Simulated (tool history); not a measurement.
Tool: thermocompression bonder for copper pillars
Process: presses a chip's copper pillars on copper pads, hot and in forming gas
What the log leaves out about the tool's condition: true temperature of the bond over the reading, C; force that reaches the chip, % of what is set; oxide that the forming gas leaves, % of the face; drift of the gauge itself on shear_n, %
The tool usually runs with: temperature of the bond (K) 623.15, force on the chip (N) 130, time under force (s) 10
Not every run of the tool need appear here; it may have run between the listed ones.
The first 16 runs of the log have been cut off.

run,day,temperature of the bond (K),force on the chip (N),time under force (s),hours of work since the heater was calibrated,hours of work since the force cell was calibrated,hours of work since the gas filter was changed,force that shears a chip off (N)
17,9.542,623.15,130,10,489,337,145,44.8
18,10.188,623.15,157,10,500,348,156,52.3
# day 10.358: forming gas filter changed
19,10.604,623.15,157,10,507,354,4,56.5
20,11.492,639.15,167,16,522,370,20,78.9
21,12.012,630.15,178,17,531,379,28,76.6
22,12.471,630.15,178,17,539,387,36,76.4
# day 12.592: heater calibrated with a thermocouple chip
23,12.958,632.15,121,8,6,394,43,46.2
24,13.5,632.15,121,8,16,403,53,45.8
25,14,639.15,179,11,24,412,61,68.7
26,14.588,639.15,179,11,34,422,71,69.6
# day 15.379: heater calibrated with a thermocouple chip, once more
27,15.438,631.15,177,7,1,435,85,57.1
28,15.996,631.15,177,7,11,444,94,58
29,16.825,593.15,79,10,25,459,109,22.6
30,17.5,606.15,79,10,36,470,120,26.3
31,18.046,633.15,186,16,46,480,130,76.8
32,18.542,645.15,100,14,54,488,138,55.3
33,19.154,631.15,114,5,65,499,149,34.6
34,19.658,631.15,114,5,74,508,157,34.9
# day 19.788: forming gas filter changed
35,20.404,636.15,130,10,86,520,11,57.2
36,20.929,629.15,192,29,95,529,20,94.5

3 ways to go on from here, each from the tool as it stands after run 36. What would each give?
A,21.346,619.15,169,6,102,536,27,?
B,21.346,599.15,80,15,102,536,27,?
C,21.346,604.15,192,6,102,536,27,?

run,force that shears a chip off (N)
A,47.9
B,30.5
C,45.5
Take away the tool's hidden state, keep each run's random variation, and the runs would have read:
run,force that shears a chip off (N)
A,47.5
B,30.2
C,45.1
